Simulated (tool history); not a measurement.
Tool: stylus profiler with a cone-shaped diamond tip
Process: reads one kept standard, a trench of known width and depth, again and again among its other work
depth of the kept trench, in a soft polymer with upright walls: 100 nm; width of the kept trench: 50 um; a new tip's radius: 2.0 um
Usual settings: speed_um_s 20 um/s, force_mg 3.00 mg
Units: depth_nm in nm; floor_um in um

run 1 hour=0.0 | speed_um_s=20 force_mg=3.00 | depth_nm=100.69 floor_um=48.51
run 2 hour=18.8 | speed_um_s=20 force_mg=3.00 | depth_nm=100.67 floor_um=48.53
run 3 hour=36.3 | speed_um_s=20 force_mg=3.00 | depth_nm=100.68 floor_um=48.54
run 4 hour=47.5 | speed_um_s=20 force_mg=3.00 | depth_nm=100.68 floor_um=48.48
run 5 hour=58.4 | speed_um_s=20 force_mg=3.00 | depth_nm=100.71 floor_um=48.48
run 6 hour=70.7 | speed_um_s=20 force_mg=3.00 | depth_nm=100.74 floor_um=48.49
run 7 hour=82.1 | speed_um_s=20 force_mg=3.00 | depth_nm=100.70 floor_um=48.52
run 8 hour=94.7 | speed_um_s=20 force_mg=3.00 | depth_nm=100.67 floor_um=48.48
run 9 hour=109.3 | speed_um_s=20 force_mg=3.00 | depth_nm=100.71 floor_um=48.53
run 10 hour=128.7 | speed_um_s=20 force_mg=3.00 | depth_nm=100.71 floor_um=48.45
run 11 hour=139.2 | speed_um_s=26 force_mg=3.00 | depth_nm=100.70 floor_um=48.46
run 12 hour=156.8 | speed_um_s=26 force_mg=3.00 | depth_nm=100.67 floor_um=48.43
run 13 hour=170.1 | speed_um_s=13 force_mg=6.83 | depth_nm=101.24 floor_um=48.55
run 14 hour=190.7 | speed_um_s=40 force_mg=1.63 | depth_nm=100.47 floor_um=48.34
run 15 hour=200.6 | speed_um_s=40 force_mg=1.63 | depth_nm=100.43 floor_um=48.32
run 16 hour=219.6 | speed_um_s=50 force_mg=8.02 | depth_nm=101.35 floor_um=48.45
run 17 hour=232.7 | speed_um_s=18 force_mg=4.28 | depth_nm=100.83 floor_um=48.49
run 18 hour=248.6 | speed_um_s=22 force_mg=2.66 | depth_nm=100.66 floor_um=48.41
run 19 hour=266.2 | speed_um_s=14 force_mg=2.27 | depth_nm=100.58 floor_um=48.51
run 20 hour=278.8 | speed_um_s=7 force_mg=7.07 | depth_nm=101.23 floor_um=48.49
run 21 hour=298.4 | speed_um_s=14 force_mg=1.57 | depth_nm=100.36 floor_um=48.43
run 22 hour=318.0 | speed_um_s=9 force_mg=2.30 | depth_nm=100.58 floor_um=48.49
run 23 hour=336.9 | speed_um_s=41 force_mg=2.13 | depth_nm=100.55 floor_um=48.31

Forecast each of these 4 alternatives for the next run:
run A hour=352.3 | speed_um_s=20 force_mg=2.18 | depth_nm=? floor_um=?
run B hour=352.3 | speed_um_s=11 force_mg=2.83 | depth_nm=? floor_um=?
run C hour=352.3 | speed_um_s=19 force_mg=2.13 | depth_nm=? floor_um=?
run D hour=352.3 | speed_um_s=9 force_mg=4.40 | depth_nm=? floor_um=?

run=A depth_nm=100.49 floor_um=48.40
run=B depth_nm=100.68 floor_um=48.46
run=C depth_nm=100.51 floor_um=48.44
run=D depth_nm=100.85 floor_um=48.49
Without the tool's hidden state the same runs would have given:
run=A depth_nm=100.52 floor_um=48.62
run=B depth_nm=100.72 floor_um=48.68
run=C depth_nm=100.54 floor_um=48.66
run=D depth_nm=100.88 floor_um=48.71
